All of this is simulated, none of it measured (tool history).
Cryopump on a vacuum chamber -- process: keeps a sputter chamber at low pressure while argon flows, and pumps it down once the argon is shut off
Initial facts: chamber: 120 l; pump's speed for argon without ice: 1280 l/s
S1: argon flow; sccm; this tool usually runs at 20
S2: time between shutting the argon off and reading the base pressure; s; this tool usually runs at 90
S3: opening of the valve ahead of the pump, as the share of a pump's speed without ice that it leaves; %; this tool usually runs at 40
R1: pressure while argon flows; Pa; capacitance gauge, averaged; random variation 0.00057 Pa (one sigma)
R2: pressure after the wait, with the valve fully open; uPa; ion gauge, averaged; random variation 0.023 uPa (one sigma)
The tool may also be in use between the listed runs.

| run | hour | S1 | S2 | S3 | R1 | R2 |
|---|---|---|---|---|---|---|
| 1 | 0 | 20 | 90 | 40 | 0.0684 | 1.44 |
| 2 | 74.1 | 20 | 90 | 40 | 0.0697 | 1.51 |
| 3 | 128.8 | 20 | 90 | 40 | 0.0698 | 1.52 |
| 4 | 189.7 | 20 | 90 | 40 | 0.0717 | 1.64 |
| 5 | 261.1 | 20 | 90 | 40 | 0.0728 | 1.74 |
| 6 | 354.6 | 20 | 90 | 38 | 0.0768 | 1.83 |
| 7 | 432.5 | 37 | 90 | 40 | 0.1383 | 1.99 |
|  | 484.4 | pump warmed up, emptied and cooled again |
| 8 | 508.6 | 13 | 90 | 40 | 0.0441 | 1.68 |
| 9 | 576.3 | 13 | 90 | 40 | 0.0439 | 1.72 |
| 10 | 657.8 | 13 | 90 | 40 | 0.0456 | 1.81 |
| 11 | 750.4 | 13 | 90 | 40 | 0.0458 | 2.05 |
| 12 | 811.7 | 20 | 68 | 15 | 0.1811 | 2.19 |
| 13 | 894.2 | 20 | 68 | 15 | 0.1831 | 2.38 |
| 14 | 975.2 | 17 | 151 | 21 | 0.1134 | 2.11 |
| 15 | 1082.6 | 36 | 122 | 22 | 0.2318 | 2.26 |
| 16 | 1193.5 | 23 | 91 | 22 | 0.1492 | 2.61 |
|  | 1249.1 | pump warmed up, emptied and cooled again |
| 17 | 1298 | 23 | 91 | 22 | 0.1395 | 2.22 |
| 18 | 1403.1 | 8 | 173 | 37 | 0.0296 | 2.09 |
| 19 | 1477.9 | 19 | 90 | 40 | 0.0661 | 2.43 |

Below are 5 alternative next runs, each starting from the tool's condition after run 19. Predict each:
| A | 1558.4 | 19 | 27 | 22 | ? | ? |
| B | 1558.4 | 20 | 122 | 40 | ? | ? |
| C | 1558.4 | 19 | 254 | 40 | ? | ? |
| D | 1558.4 | 13 | 228 | 40 | ? | ? |
| E | 1558.4 | 12 | 90 | 40 | ? | ? |

| run | R1 | R2 |
|---|---|---|
| A | 0.1186 | 3.6 |
| B | 0.0706 | 2.44 |
| C | 0.0667 | 2.28 |
| D | 0.0451 | 2.2 |
| E | 0.0427 | 2.52 |
Stripped of hidden state, with their random variation kept, the same runs would have yielded:
| run | R1 | R2 |
|---|---|---|
| A | 0.1144 | 1.82 |
| B | 0.0661 | 0.6 |
| C | 0.0625 | 0.42 |
| D | 0.0422 | 0.39 |
| E | 0.04 | 0.71 |
